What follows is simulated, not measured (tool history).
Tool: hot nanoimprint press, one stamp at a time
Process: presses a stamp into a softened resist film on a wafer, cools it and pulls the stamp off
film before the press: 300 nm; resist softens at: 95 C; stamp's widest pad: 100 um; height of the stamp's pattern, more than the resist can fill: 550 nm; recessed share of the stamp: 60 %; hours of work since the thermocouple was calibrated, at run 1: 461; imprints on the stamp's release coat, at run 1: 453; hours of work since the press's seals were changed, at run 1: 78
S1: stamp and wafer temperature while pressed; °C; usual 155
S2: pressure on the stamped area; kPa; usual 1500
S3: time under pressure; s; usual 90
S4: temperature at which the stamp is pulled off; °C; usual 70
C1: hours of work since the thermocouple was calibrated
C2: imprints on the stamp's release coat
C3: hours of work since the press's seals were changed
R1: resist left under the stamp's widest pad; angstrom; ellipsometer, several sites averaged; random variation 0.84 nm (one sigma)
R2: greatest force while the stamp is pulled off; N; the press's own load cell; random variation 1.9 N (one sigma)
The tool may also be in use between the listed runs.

run 1 hour=0 | S1=155 S2=1500 S3=90 S4=70 | C1=461 C2=453 C3=78 | R1=1041 R2=150
run 2 hour=9.5 | S1=155 S2=1500 S3=90 S4=70 | C1=465 C2=472 C3=82 | R1=1059 R2=151
run 3 hour=14.8 | S1=155 S2=1500 S3=90 S4=75 | C1=467 C2=484 C3=84 | R1=1038 R2=138
run 4 hour=21 | S1=164 S2=1500 S3=90 S4=70 | C1=470 C2=496 C3=86 | R1=680 R2=149
-- hour=29.4 plate thermocouple calibrated
run 5 hour=30.3 | S1=155 S2=1500 S3=90 S4=70 | C1=0 C2=509 C3=89 | R1=1126 R2=156
run 6 hour=37.6 | S1=155 S2=1500 S3=90 S4=70 | C1=3 C2=524 C3=92 | R1=1138 R2=161
run 7 hour=42.3 | S1=155 S2=1500 S3=90 S4=70 | C1=5 C2=534 C3=94 | R1=1120 R2=156
run 8 hour=51.3 | S1=155 S2=1500 S3=90 S4=70 | C1=9 C2=553 C3=97 | R1=1119 R2=159
run 9 hour=61 | S1=155 S2=1440 S3=90 S4=70 | C1=13 C2=573 C3=101 | R1=1143 R2=155
run 10 hour=71.3 | S1=155 S2=1440 S3=90 S4=70 | C1=17 C2=594 C3=106 | R1=1126 R2=160
run 11 hour=79.8 | S1=155 S2=1310 S3=90 S4=70 | C1=21 C2=612 C3=109 | R1=1195 R2=157
run 12 hour=89.4 | S1=155 S2=1310 S3=90 S4=70 | C1=25 C2=631 C3=113 | R1=1182 R2=163
run 13 hour=96.6 | S1=155 S2=1310 S3=90 S4=70 | C1=27 C2=646 C3=116 | R1=1175 R2=161
run 14 hour=104.5 | S1=155 S2=1310 S3=90 S4=70 | C1=31 C2=663 C3=119 | R1=1193 R2=162
run 15 hour=110.3 | S1=155 S2=1310 S3=90 S4=70 | C1=33 C2=675 C3=122 | R1=1189 R2=158
run 16 hour=115.5 | S1=155 S2=1780 S3=90 S4=72 | C1=35 C2=685 C3=124 | R1=1027 R2=156
run 17 hour=121.6 | S1=153 S2=1500 S3=66 S4=70 | C1=38 C2=698 C3=126 | R1=1389 R2=164
-- hour=134.2 stamp cleaned and given a new release coat
run 18 hour=136.3 | S1=166 S2=1500 S3=90 S4=70 | C1=41 C2=4 C3=130 | R1=662 R2=146
run 19 hour=142.2 | S1=155 S2=950 S3=90 S4=70 | C1=44 C2=16 C3=132 | R1=1340 R2=145
run 20 hour=150.9 | S1=164 S2=1660 S3=153 S4=69 | C1=47 C2=34 C3=136 | R1=543 R2=147
run 21 hour=157.8 | S1=164 S2=1660 S3=153 S4=56 | C1=50 C2=48 C3=138 | R1=538 R2=182
run 22 hour=167.5 | S1=160 S2=1660 S3=113 S4=56 | C1=54 C2=69 C3=142 | R1=739 R2=185
run 23 hour=176 | S1=159 S2=2090 S3=90 S4=62 | C1=57 C2=86 C3=146 | R1=775 R2=165
run 24 hour=182.4 | S1=159 S2=2090 S3=90 S4=62 | C1=60 C2=99 C3=149 | R1=787 R2=166
run 25 hour=188.3 | S1=152 S2=1500 S3=113 S4=74 | C1=62 C2=112 C3=151 | R1=1162 R2=138
run 26 hour=196.6 | S1=151 S2=1500 S3=113 S4=75 | C1=66 C2=129 C3=154 | R1=1212 R2=136
run 27 hour=203.6 | S1=147 S2=1040 S3=113 S4=72 | C1=69 C2=143 C3=157 | R1=1751 R2=142
run 28 hour=213.1 | S1=147 S2=1040 S3=113 S4=72 | C1=73 C2=163 C3=161 | R1=1728 R2=143
run 29 hour=222.7 | S1=147 S2=1040 S3=113 S4=72 | C1=76 C2=182 C3=165 | R1=1714 R2=142
run 30 hour=231.3 | S1=162 S2=1250 S3=81 S4=68 | C1=80 C2=200 C3=168 | R1=903 R2=151

The same runs without the tool's hidden state, with the same run-to-run variation:
The hidden state here: true temperature over the reading, C; pressure that arrives at the usual setting, %; grip of the stamp's worn release coat, % over a new coat's; drift of the gauge itself on residual_nm, %; drift of the gauge itself on pull_off_n, %.
run=1 R1=1125 R2=143
run=2 R1=1145 R2=143
run=3 R1=1122 R2=131
run=4 R1=732 R2=141
run=5 R1=1133 R2=143
run=6 R1=1145 R2=148
run=7 R1=1128 R2=143
run=8 R1=1127 R2=145
run=9 R1=1152 R2=141
run=10 R1=1135 R2=145
run=11 R1=1206 R2=142
run=12 R1=1194 R2=147
run=13 R1=1188 R2=145
run=14 R1=1206 R2=145
run=15 R1=1203 R2=141
run=16 R1=1039 R2=139
run=17 R1=1406 R2=146
run=18 R1=670 R2=147
run=19 R1=1358 R2=145
run=20 R1=550 R2=147
run=21 R1=546 R2=181
run=22 R1=750 R2=183
run=23 R1=787 R2=163
run=24 R1=800 R2=165
run=25 R1=1183 R2=136
run=26 R1=1235 R2=134
run=27 R1=1781 R2=140
run=28 R1=1759 R2=140
run=29 R1=1745 R2=138
run=30 R1=920 R2=147
